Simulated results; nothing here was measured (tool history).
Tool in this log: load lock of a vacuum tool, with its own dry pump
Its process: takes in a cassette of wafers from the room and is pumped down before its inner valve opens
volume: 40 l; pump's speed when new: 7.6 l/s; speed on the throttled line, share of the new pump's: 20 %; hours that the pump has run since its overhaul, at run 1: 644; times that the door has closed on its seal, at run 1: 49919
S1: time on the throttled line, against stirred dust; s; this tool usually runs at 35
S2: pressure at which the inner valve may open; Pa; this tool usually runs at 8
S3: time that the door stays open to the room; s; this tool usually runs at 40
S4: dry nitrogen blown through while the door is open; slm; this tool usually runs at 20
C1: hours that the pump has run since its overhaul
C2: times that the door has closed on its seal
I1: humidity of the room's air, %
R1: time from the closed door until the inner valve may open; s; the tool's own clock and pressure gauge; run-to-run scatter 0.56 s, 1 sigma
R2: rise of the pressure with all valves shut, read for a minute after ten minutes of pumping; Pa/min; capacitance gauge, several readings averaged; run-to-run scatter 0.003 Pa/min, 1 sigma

run 1 day=0 | S1=35 S2=8 S3=40 S4=20 | C1=644 C2=49919 | I1=41 | R1=79 R2=0.407
run 2 day=11.612 | S1=35 S2=8 S3=40 S4=20 | C1=923 C2=51268 | I1=44.9 | R1=79 R2=0.422
run 3 day=32.417 | S1=35 S2=8 S3=40 S4=20 | C1=1422 C2=53685 | I1=46.3 | R1=79.2 R2=0.459
run 4 day=47.267 | S1=35 S2=8 S3=40 S4=20 | C1=1778 C2=55411 | I1=46.9 | R1=80.1 R2=0.482
run 5 day=68.917 | S1=35 S2=8 S3=40 S4=20 | C1=2298 C2=57926 | I1=44.2 | R1=80.6 R2=0.503
-- day=93.404 door's seal changed, seat wiped
run 6 day=93.933 | S1=35 S2=8 S3=40 S4=20 | C1=2897 C2=61 | I1=47.6 | R1=81 R2=0.032
run 7 day=112.892 | S1=35 S2=8 S3=40 S4=20 | C1=3352 C2=2264 | I1=44.6 | R1=80.8 R2=0.036
run 8 day=128.867 | S1=35 S2=8 S3=40 S4=20 | C1=3735 C2=4120 | I1=45.6 | R1=81 R2=0.041
run 9 day=147.104 | S1=35 S2=8 S3=40 S4=36 | C1=4173 C2=6239 | I1=43 | R1=82.3 R2=0.041
run 10 day=171.746 | S1=35 S2=7 S3=40 S4=36 | C1=4764 C2=9102 | I1=43.5 | R1=83 R2=0.053
run 11 day=196.362 | S1=35 S2=7 S3=40 S4=36 | C1=5355 C2=11962 | I1=43.9 | R1=84.4 R2=0.066
run 12 day=208.133 | S1=35 S2=8 S3=40 S4=20 | C1=5638 C2=13330 | I1=43.3 | R1=83 R2=0.078
run 13 day=230.108 | S1=35 S2=8 S3=40 S4=20 | C1=6165 C2=15882 | I1=47.4 | R1=84.2 R2=0.093
run 14 day=242.567 | S1=35 S2=13 S3=40 S4=20 | C1=6464 C2=17330 | I1=44.3 | R1=80.8 R2=0.098
run 15 day=261.192 | S1=35 S2=13 S3=40 S4=5 | C1=6911 C2=19494 | I1=41.7 | R1=82.2 R2=0.125
run 16 day=272.042 | S1=35 S2=13 S3=40 S4=5 | C1=7171 C2=20754 | I1=46.4 | R1=80.7 R2=0.134
run 17 day=289.396 | S1=41 S2=7 S3=40 S4=5 | C1=7588 C2=22771 | I1=43.2 | R1=90.6 R2=0.149
run 18 day=313.675 | S1=35 S2=10 S3=40 S4=12 | C1=8171 C2=25592 | I1=41 | R1=83.9 R2=0.157
run 19 day=324.15 | S1=28 S2=14 S3=40 S4=40 | C1=8422 C2=26809 | I1=43.3 | R1=76.9 R2=0.165
run 20 day=338.708 | S1=42 S2=8 S3=40 S4=20 | C1=8771 C2=28500 | I1=46.5 | R1=91.6 R2=0.189
run 21 day=357.525 | S1=42 S2=8 S3=40 S4=20 | C1=9223 C2=30686 | I1=45.8 | R1=92 R2=0.206
run 22 day=371.188 | S1=42 S2=8 S3=40 S4=20 | C1=9551 C2=32274 | I1=40.2 | R1=91.9 R2=0.214
run 23 day=393.192 | S1=42 S2=8 S3=40 S4=20 | C1=10079 C2=34830 | I1=46.9 | R1=94.3 R2=0.235

Run 24, settings as shown, results not yet in. Your forecast:
run 24 day=404.025 | S1=42 S2=8 S3=40 S4=20 | C1=10339 C2=36089 | I1=43 | R1=? R2=?

Logged for run 24: R1 94.2 s, R2 0.251 Pa/min.
Had the tool carried no hidden state, the very same run would have given R1 84.2 s, R2 0.033 Pa/min.
